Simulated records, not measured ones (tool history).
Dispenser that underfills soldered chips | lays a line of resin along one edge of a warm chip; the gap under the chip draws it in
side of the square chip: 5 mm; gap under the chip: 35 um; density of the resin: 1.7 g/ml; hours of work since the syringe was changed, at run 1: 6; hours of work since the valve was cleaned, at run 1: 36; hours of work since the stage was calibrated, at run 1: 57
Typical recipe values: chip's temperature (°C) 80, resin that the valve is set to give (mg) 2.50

run     day  chip's temperature (°C)  resin that the valve is set to give (mg)  hours of work since the syringe was changed  hours of work since the valve was cleaned  hours of work since the stage was calibrated  time until the resin shows at the far edge (s)  resin that the valve gave (mg)
  1   0.000                       80                                      2.50                                            6                                         36                                            57                                            37.2                           2.460
      0.038  -- new syringe of resin
  2   0.412                       65                                      2.50                                            6                                         43                                            64                                            64.4                           2.458
      0.462  -- new syringe of resin
  3   0.838                       65                                      2.50                                            6                                         50                                            70                                            64.7                           2.463
      0.879  -- new syringe of resin
      1.288  -- new syringe of resin
  4   1.321                       65                                      2.50                                            1                                         57                                            78                                            54.5                           2.449
      1.700  -- new syringe of resin
  5   1.933                       65                                      2.50                                            4                                         67                                            88                                            60.7                           2.432
      2.129  -- new syringe of resin
  6   2.350                       92                                      2.50                                            4                                         74                                            94                                            22.7                           2.435
      2.533  -- new syringe of resin
  7   2.917                       92                                      2.50                                            6                                         83                                           103                                            24.5                           2.414
      2.954  -- new syringe of resin
  8   3.208                       92                                      2.58                                            4                                         87                                           108                                            23.0                           2.484
      3.375  -- new syringe of resin
      3.796  -- new syringe of resin
  9   3.833                       92                                      2.58                                            1                                         97                                           118                                            19.8                           2.473
      4.200  -- new syringe of resin
 10   4.275                       92                                      2.58                                            1                                        104                                           125                                            21.5                           2.478
      4.608  -- new syringe of resin
 11   4.625                       92                                      2.58                                            0                                        109                                           130                                            20.9                           2.488
 12   4.883                       92                                      2.58                                            5                                        114                                           134                                            23.9                           2.481
      5.025  -- new syringe of resin
 13   5.379                       92                                      2.58                                            6                                        122                                           142                                            24.5                           2.467
      5.433  -- new syringe of resin
      5.850  -- new syringe of resin
 14   5.867                       95                                      2.44                                            0                                        129                                           150                                            19.2                           2.313
      6.125  -- dispensing valve cleaned and set on the balance
      6.300  -- new syringe of resin
 15   6.496                       85                                      2.24                                            3                                          6                                           159                                            29.6                           2.237
      6.733  -- new syringe of resin
 16   7.075                       85                                      2.24                                            6                                         15                                           168                                            32.5                           2.225
      7.142  -- new syringe of resin
      7.550  -- new syringe of resin
 17   7.683                       80                                      3.11                                            2                                         25                                           178                                            33.4                           3.079
      7.971  -- new syringe of resin
 18   8.246                       80                                      3.11                                            4                                         34                                           187                                            36.9                           3.067
      8.375  -- new syringe of resin
      8.783  -- new syringe of resin
 19   8.783                       67                                      2.28                                            0                                         42                                           195                                            52.5                           2.241
      9.221  -- new syringe of resin
 20   9.225                       76                                      2.55                                            0                                         49                                           202                                            35.9                           2.503
      9.658  -- new syringe of resin
 21   9.683                       88                                      2.19                                            0                                         56                                           210                                            24.2                           2.146
     10.083  -- new syringe of resin
 22  10.212                       84                                      2.22                                            2                                         65                                           218                                            30.9                           2.148
     10.492  -- new syringe of resin
 23  10.492                       71                                      2.16                                            0                                         69                                           222                                            46.2                           2.100
     10.921  -- new syringe of resin
 24  11.042                       71                                      2.16                                            2                                         78                                           231                                            48.9                           2.098
     11.350  -- new syringe of resin
 25  11.450                       71                                      2.16                                            2                                         84                                           237                                            47.5                           2.095
     11.788  -- new syringe of resin
 26  11.804                       71                                      2.16                                            0                                         90                                           243                                            46.1                           2.093

Pick out some run-to-run changes in time until the resin shows at the far edge (s). Of each, how much would a tool without hidden state show as well, from the settings, what came in and chance, and how much is left for the hidden state and any gauge scatter not in both results compared?
The hidden state here: resin's viscosity, % of fresh resin's; dose that the valve gives, % of what is set; true chip temperature over the reading, C; drift of the gauge itself on fill_s, %; drift of the gauge itself on given_mg, %.
Run 1 -> 2: chip's temperature (°C) 80 -> 65, new syringe of resin. time until the resin shows at the far edge (s) +27.2: hidden state +5.1, all else +22.1.
Run 3 -> 4: new syringe of resin, new syringe of resin. time until the resin shows at the far edge (s) -10.2: hidden state -10.9, all else +0.7.
Run 4 -> 5: new syringe of resin. time until the resin shows at the far edge (s) +6.2: hidden state +6.1, all else +0.1.
Run 5 -> 6: chip's temperature (°C) 65 -> 92, new syringe of resin. time until the resin shows at the far edge (s) -38.0: hidden state -5.0, all else -33.0.
